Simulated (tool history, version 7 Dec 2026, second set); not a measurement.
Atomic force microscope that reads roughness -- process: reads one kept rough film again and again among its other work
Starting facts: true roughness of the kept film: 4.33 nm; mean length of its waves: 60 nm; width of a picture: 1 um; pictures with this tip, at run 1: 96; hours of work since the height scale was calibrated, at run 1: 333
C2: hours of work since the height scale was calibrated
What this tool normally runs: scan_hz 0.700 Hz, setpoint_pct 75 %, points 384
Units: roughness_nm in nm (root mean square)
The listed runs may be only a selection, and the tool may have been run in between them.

{"run": 1, "hour": 0.0, "scan_hz": 0.7, "setpoint_pct": 75, "points": 384, "pictures with this tip": 96, "C2": 333, "roughness_nm": 3.788}
{"run": 2, "hour": 11.0, "scan_hz": 0.7, "setpoint_pct": 75, "points": 384, "pictures with this tip": 124, "C2": 341, "roughness_nm": 3.727}
{"hour": 18.3, "done": "new tip fitted"}
{"run": 3, "hour": 19.1, "scan_hz": 0.7, "setpoint_pct": 75, "points": 384, "pictures with this tip": 2, "C2": 347, "roughness_nm": 3.92}
{"run": 4, "hour": 24.9, "scan_hz": 0.7, "setpoint_pct": 75, "points": 384, "pictures with this tip": 17, "C2": 352, "roughness_nm": 3.889}
{"run": 5, "hour": 34.1, "scan_hz": 0.7, "setpoint_pct": 75, "points": 384, "pictures with this tip": 40, "C2": 359, "roughness_nm": 3.866}
{"run": 6, "hour": 39.5, "scan_hz": 0.7, "setpoint_pct": 75, "points": 384, "pictures with this tip": 53, "C2": 363, "roughness_nm": 3.85}
{"run": 7, "hour": 47.0, "scan_hz": 2.638, "setpoint_pct": 75, "points": 384, "pictures with this tip": 72, "C2": 368, "roughness_nm": 3.298}
{"run": 8, "hour": 59.4, "scan_hz": 2.638, "setpoint_pct": 75, "points": 384, "pictures with this tip": 103, "C2": 378, "roughness_nm": 3.242}
{"run": 9, "hour": 68.3, "scan_hz": 2.638, "setpoint_pct": 83, "points": 384, "pictures with this tip": 126, "C2": 384, "roughness_nm": 2.969}
{"hour": 74.2, "done": "new tip fitted"}
{"run": 10, "hour": 74.2, "scan_hz": 2.638, "setpoint_pct": 83, "points": 384, "pictures with this tip": 0, "C2": 388, "roughness_nm": 3.134}
{"run": 11, "hour": 80.1, "scan_hz": 3.175, "setpoint_pct": 72, "points": 540, "pictures with this tip": 15, "C2": 393, "roughness_nm": 3.382}
{"run": 12, "hour": 87.4, "scan_hz": 3.175, "setpoint_pct": 72, "points": 540, "pictures with this tip": 34, "C2": 398, "roughness_nm": 3.346}
{"run": 13, "hour": 96.2, "scan_hz": 1.755, "setpoint_pct": 85, "points": 574, "pictures with this tip": 56, "C2": 405, "roughness_nm": 3.245}
{"run": 14, "hour": 103.5, "scan_hz": 1.409, "setpoint_pct": 75, "points": 300, "pictures with this tip": 74, "C2": 411, "roughness_nm": 3.578}
{"run": 15, "hour": 114.7, "scan_hz": 1.409, "setpoint_pct": 75, "points": 300, "pictures with this tip": 102, "C2": 419, "roughness_nm": 3.56}
{"run": 16, "hour": 120.8, "scan_hz": 1.409, "setpoint_pct": 75, "points": 300, "pictures with this tip": 117, "C2": 424, "roughness_nm": 3.537}

Run 17 has not been measured yet. What should we expect?
{"hour": 129.9, "done": "new tip fitted"}
{"run": 17, "hour": 132.1, "scan_hz": 0.7, "setpoint_pct": 75, "points": 987, "pictures with this tip": 6, "C2": 432, "roughness_nm": "?"}

{"run 17": {"roughness_nm": 3.907}}
Had the tool carried no hidden state, the very same run would have given roughness_nm 3.956 nm (root mean square).

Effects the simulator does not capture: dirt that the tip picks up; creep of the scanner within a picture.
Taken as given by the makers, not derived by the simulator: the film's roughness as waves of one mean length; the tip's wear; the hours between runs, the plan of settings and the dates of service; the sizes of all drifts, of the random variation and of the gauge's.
